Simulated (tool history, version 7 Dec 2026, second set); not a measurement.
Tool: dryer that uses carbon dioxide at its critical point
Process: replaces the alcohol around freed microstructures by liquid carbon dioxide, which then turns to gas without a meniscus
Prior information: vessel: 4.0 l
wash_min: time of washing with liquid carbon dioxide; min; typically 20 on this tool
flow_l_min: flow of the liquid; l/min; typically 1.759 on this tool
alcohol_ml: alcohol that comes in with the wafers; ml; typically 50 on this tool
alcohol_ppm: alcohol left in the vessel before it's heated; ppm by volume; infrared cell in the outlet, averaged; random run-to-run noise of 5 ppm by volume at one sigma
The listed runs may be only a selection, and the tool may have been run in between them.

run 1 hour=0 | wash_min=20 flow_l_min=1.759 alcohol_ml=50 | alcohol_ppm=73
run 2 hour=6 | wash_min=20 flow_l_min=1.759 alcohol_ml=50 | alcohol_ppm=64
run 3 hour=10.6 | wash_min=20 flow_l_min=1.759 alcohol_ml=50 | alcohol_ppm=60
run 4 hour=16.3 | wash_min=20 flow_l_min=1.759 alcohol_ml=50 | alcohol_ppm=66
run 5 hour=22.6 | wash_min=20 flow_l_min=1.29 alcohol_ml=50 | alcohol_ppm=181
run 6 hour=27.4 | wash_min=20 flow_l_min=1.29 alcohol_ml=50 | alcohol_ppm=190
run 7 hour=34.4 | wash_min=20 flow_l_min=1.29 alcohol_ml=50 | alcohol_ppm=188
run 8 hour=45.1 | wash_min=20 flow_l_min=1.29 alcohol_ml=50 | alcohol_ppm=189
run 9 hour=50.1 | wash_min=20 flow_l_min=1.29 alcohol_ml=50 | alcohol_ppm=199
run 10 hour=56.8 | wash_min=20 flow_l_min=1.29 alcohol_ml=50 | alcohol_ppm=192
run 11 hour=64.8 | wash_min=20 flow_l_min=1.29 alcohol_ml=50 | alcohol_ppm=198
run 12 hour=75.4 | wash_min=20 flow_l_min=1.29 alcohol_ml=50 | alcohol_ppm=188
run 13 hour=83.6 | wash_min=20 flow_l_min=1.29 alcohol_ml=50 | alcohol_ppm=189
run 14 hour=91.3 | wash_min=20 flow_l_min=1.29 alcohol_ml=50 | alcohol_ppm=210
run 15 hour=97.5 | wash_min=20 flow_l_min=1.759 alcohol_ml=50 | alcohol_ppm=81
run 16 hour=108 | wash_min=13 flow_l_min=1.759 alcohol_ml=50 | alcohol_ppm=289
run 17 hour=113.5 | wash_min=20 flow_l_min=1.759 alcohol_ml=50 | alcohol_ppm=85
run 18 hour=123.2 | wash_min=20 flow_l_min=1.759 alcohol_ml=50 | alcohol_ppm=77
run 19 hour=130.4 | wash_min=20 flow_l_min=1.759 alcohol_ml=41 | alcohol_ppm=80
run 20 hour=139.9 | wash_min=20 flow_l_min=1.759 alcohol_ml=50 | alcohol_ppm=85
run 21 hour=150.3 | wash_min=20 flow_l_min=1.759 alcohol_ml=50 | alcohol_ppm=84
run 22 hour=160 | wash_min=20 flow_l_min=1.759 alcohol_ml=50 | alcohol_ppm=89
run 23 hour=165.1 | wash_min=20 flow_l_min=1.759 alcohol_ml=50 | alcohol_ppm=86
run 24 hour=170.9 | wash_min=20 flow_l_min=1.84 alcohol_ml=50 | alcohol_ppm=84
run 25 hour=180.3 | wash_min=20 flow_l_min=1.84 alcohol_ml=50 | alcohol_ppm=75
run 26 hour=187.5 | wash_min=20 flow_l_min=1.84 alcohol_ml=50 | alcohol_ppm=78
run 27 hour=193.9 | wash_min=12 flow_l_min=1.84 alcohol_ml=50 | alcohol_ppm=333
run 28 hour=203.4 | wash_min=12 flow_l_min=1.84 alcohol_ml=50 | alcohol_ppm=347
run 29 hour=211.1 | wash_min=19 flow_l_min=1.89 alcohol_ml=33 | alcohol_ppm=75
run 30 hour=219.1 | wash_min=19 flow_l_min=1.37 alcohol_ml=40 | alcohol_ppm=180
run 31 hour=223.7 | wash_min=26 flow_l_min=1.37 alcohol_ml=40 | alcohol_ppm=91
run 32 hour=231.4 | wash_min=26 flow_l_min=1.37 alcohol_ml=40 | alcohol_ppm=91
run 33 hour=240 | wash_min=13 flow_l_min=1.31 alcohol_ml=55 | alcohol_ppm=868
run 34 hour=246.7 | wash_min=18 flow_l_min=1.44 alcohol_ml=44 | alcohol_ppm=217
run 35 hour=255 | wash_min=21 flow_l_min=1.44 alcohol_ml=35 | alcohol_ppm=125
run 36 hour=260.3 | wash_min=21 flow_l_min=1.44 alcohol_ml=35 | alcohol_ppm=119
run 37 hour=266 | wash_min=14 flow_l_min=1.42 alcohol_ml=118 | alcohol_ppm=1162
run 38 hour=276 | wash_min=24 flow_l_min=1.16 alcohol_ml=50 | alcohol_ppm=193
run 39 hour=285 | wash_min=13 flow_l_min=1.67 alcohol_ml=50 | alcohol_ppm=410
run 40 hour=289.6 | wash_min=29 flow_l_min=1.759 alcohol_ml=23 | alcohol_ppm=77
run 41 hour=300 | wash_min=16 flow_l_min=1.759 alcohol_ml=112 | alcohol_ppm=333
run 42 hour=305.9 | wash_min=13 flow_l_min=1.5 alcohol_ml=43 | alcohol_ppm=490
run 43 hour=316.4 | wash_min=13 flow_l_min=1.5 alcohol_ml=43 | alcohol_ppm=485
run 44 hour=326.2 | wash_min=13 flow_l_min=1.5 alcohol_ml=43 | alcohol_ppm=509
run 45 hour=330.7 | wash_min=13 flow_l_min=1.5 alcohol_ml=48 | alcohol_ppm=538

Below are 4 alternative next runs, each starting from the tool's condition after run 45. Predict each:
run A hour=337.4 | wash_min=22 flow_l_min=1.16 alcohol_ml=23 | alcohol_ppm=?
run B hour=337.4 | wash_min=13 flow_l_min=1.54 alcohol_ml=48 | alcohol_ppm=?
run C hour=337.4 | wash_min=15 flow_l_min=2.17 alcohol_ml=50 | alcohol_ppm=?
run D hour=337.4 | wash_min=18 flow_l_min=1.76 alcohol_ml=25 | alcohol_ppm=?

run=A alcohol_ppm=158
run=B alcohol_ppm=500
run=C alcohol_ppm=117
run=D alcohol_ppm=109
What these runs would have given with no unlogged condition in the tool:
run=A alcohol_ppm=59
run=B alcohol_ppm=307
run=C alcohol_ppm=26
run=D alcohol_ppm=25

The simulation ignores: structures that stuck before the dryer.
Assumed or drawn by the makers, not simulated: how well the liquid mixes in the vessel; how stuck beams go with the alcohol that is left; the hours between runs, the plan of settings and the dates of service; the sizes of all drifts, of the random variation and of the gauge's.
